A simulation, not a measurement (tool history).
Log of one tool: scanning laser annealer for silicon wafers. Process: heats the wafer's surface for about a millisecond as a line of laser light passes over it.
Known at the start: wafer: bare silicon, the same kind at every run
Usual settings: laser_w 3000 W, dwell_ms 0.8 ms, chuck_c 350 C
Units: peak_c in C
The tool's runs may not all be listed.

{"run": 1, "hour": 0.0, "laser_w": 3000, "dwell_ms": 0.8, "chuck_c": 350, "peak_c": 1147}
{"run": 2, "hour": 9.7, "laser_w": 3000, "dwell_ms": 0.8, "chuck_c": 350, "peak_c": 1149}
{"run": 3, "hour": 28.4, "laser_w": 3000, "dwell_ms": 0.8, "chuck_c": 350, "peak_c": 1144}
{"run": 4, "hour": 47.9, "laser_w": 3000, "dwell_ms": 0.8, "chuck_c": 350, "peak_c": 1142}
{"run": 5, "hour": 62.4, "laser_w": 3000, "dwell_ms": 0.8, "chuck_c": 350, "peak_c": 1145}
{"run": 6, "hour": 76.5, "laser_w": 3000, "dwell_ms": 0.8, "chuck_c": 350, "peak_c": 1142}
{"run": 7, "hour": 92.2, "laser_w": 3163, "dwell_ms": 0.8, "chuck_c": 350, "peak_c": 1188}
{"run": 8, "hour": 109.4, "laser_w": 3000, "dwell_ms": 0.8, "chuck_c": 350, "peak_c": 1142}
{"run": 9, "hour": 117.7, "laser_w": 3000, "dwell_ms": 0.8, "chuck_c": 350, "peak_c": 1140}
{"run": 10, "hour": 133.2, "laser_w": 3000, "dwell_ms": 0.8, "chuck_c": 387, "peak_c": 1177}
{"run": 11, "hour": 143.5, "laser_w": 3000, "dwell_ms": 0.8, "chuck_c": 380, "peak_c": 1169}
{"run": 12, "hour": 160.6, "laser_w": 3000, "dwell_ms": 0.8, "chuck_c": 350, "peak_c": 1137}
{"run": 13, "hour": 172.3, "laser_w": 3000, "dwell_ms": 0.8, "chuck_c": 350, "peak_c": 1136}
{"run": 14, "hour": 188.9, "laser_w": 3000, "dwell_ms": 0.8, "chuck_c": 350, "peak_c": 1139}
{"run": 15, "hour": 196.8, "laser_w": 3000, "dwell_ms": 0.8, "chuck_c": 350, "peak_c": 1137}
{"run": 16, "hour": 214.3, "laser_w": 2987, "dwell_ms": 0.8, "chuck_c": 350, "peak_c": 1132}
{"run": 17, "hour": 228.5, "laser_w": 2987, "dwell_ms": 0.8, "chuck_c": 350, "peak_c": 1132}
{"run": 18, "hour": 236.7, "laser_w": 2987, "dwell_ms": 0.8, "chuck_c": 350, "peak_c": 1132}
{"run": 19, "hour": 245.1, "laser_w": 2987, "dwell_ms": 0.8, "chuck_c": 350, "peak_c": 1132}
{"run": 20, "hour": 254.6, "laser_w": 2987, "dwell_ms": 0.8, "chuck_c": 350, "peak_c": 1132}
{"run": 21, "hour": 271.9, "laser_w": 2987, "dwell_ms": 0.8, "chuck_c": 350, "peak_c": 1132}
{"run": 22, "hour": 286.6, "laser_w": 3174, "dwell_ms": 0.746, "chuck_c": 350, "peak_c": 1151}
{"hour": 298.2, "done": "optics aligned, line set to its width"}
{"run": 23, "hour": 302.8, "laser_w": 3000, "dwell_ms": 0.8, "chuck_c": 360, "peak_c": 1159}
{"run": 24, "hour": 311.8, "laser_w": 3000, "dwell_ms": 0.8, "chuck_c": 360, "peak_c": 1159}
{"run": 25, "hour": 323.0, "laser_w": 3118, "dwell_ms": 0.776, "chuck_c": 364, "peak_c": 1183}
{"run": 26, "hour": 340.5, "laser_w": 2999, "dwell_ms": 0.919, "chuck_c": 359, "peak_c": 1214}
{"run": 27, "hour": 353.6, "laser_w": 2870, "dwell_ms": 0.721, "chuck_c": 372, "peak_c": 1098}
{"run": 28, "hour": 369.5, "laser_w": 3244, "dwell_ms": 0.691, "chuck_c": 319, "peak_c": 1122}
{"run": 29, "hour": 377.4, "laser_w": 3244, "dwell_ms": 0.691, "chuck_c": 319, "peak_c": 1127}
{"run": 30, "hour": 395.8, "laser_w": 3186, "dwell_ms": 0.62, "chuck_c": 381, "peak_c": 1131}
{"run": 31, "hour": 409.5, "laser_w": 3005, "dwell_ms": 0.859, "chuck_c": 387, "peak_c": 1211}
{"run": 32, "hour": 426.8, "laser_w": 3005, "dwell_ms": 0.859, "chuck_c": 387, "peak_c": 1210}
{"run": 33, "hour": 435.7, "laser_w": 3005, "dwell_ms": 0.859, "chuck_c": 387, "peak_c": 1208}
{"run": 34, "hour": 452.6, "laser_w": 3000, "dwell_ms": 0.654, "chuck_c": 332, "peak_c": 1051}
{"run": 35, "hour": 461.7, "laser_w": 3076, "dwell_ms": 0.917, "chuck_c": 340, "peak_c": 1210}
{"run": 36, "hour": 480.2, "laser_w": 3000, "dwell_ms": 0.876, "chuck_c": 324, "peak_c": 1149}
{"run": 37, "hour": 493.3, "laser_w": 3000, "dwell_ms": 0.996, "chuck_c": 331, "peak_c": 1209}
{"run": 38, "hour": 512.5, "laser_w": 3179, "dwell_ms": 0.638, "chuck_c": 350, "peak_c": 1100}
{"run": 39, "hour": 529.3, "laser_w": 3236, "dwell_ms": 0.74, "chuck_c": 346, "peak_c": 1169}
{"run": 40, "hour": 548.6, "laser_w": 3236, "dwell_ms": 0.74, "chuck_c": 346, "peak_c": 1166}

Forecast each of these 3 alternatives for the next run:
{"run": "A", "hour": 566.3, "laser_w": 3000, "dwell_ms": 0.8, "chuck_c": 330, "peak_c": "?"}
{"run": "B", "hour": 566.3, "laser_w": 3236, "dwell_ms": 0.74, "chuck_c": 313, "peak_c": "?"}
{"run": "C", "hour": 566.3, "laser_w": 3000, "dwell_ms": 0.878, "chuck_c": 329, "peak_c": "?"}

run=A peak_c=1118
run=B peak_c=1134
run=C peak_c=1149
Without the tool's hidden state the same runs would have given:
run=A peak_c=1152
run=B peak_c=1170
run=C peak_c=1186
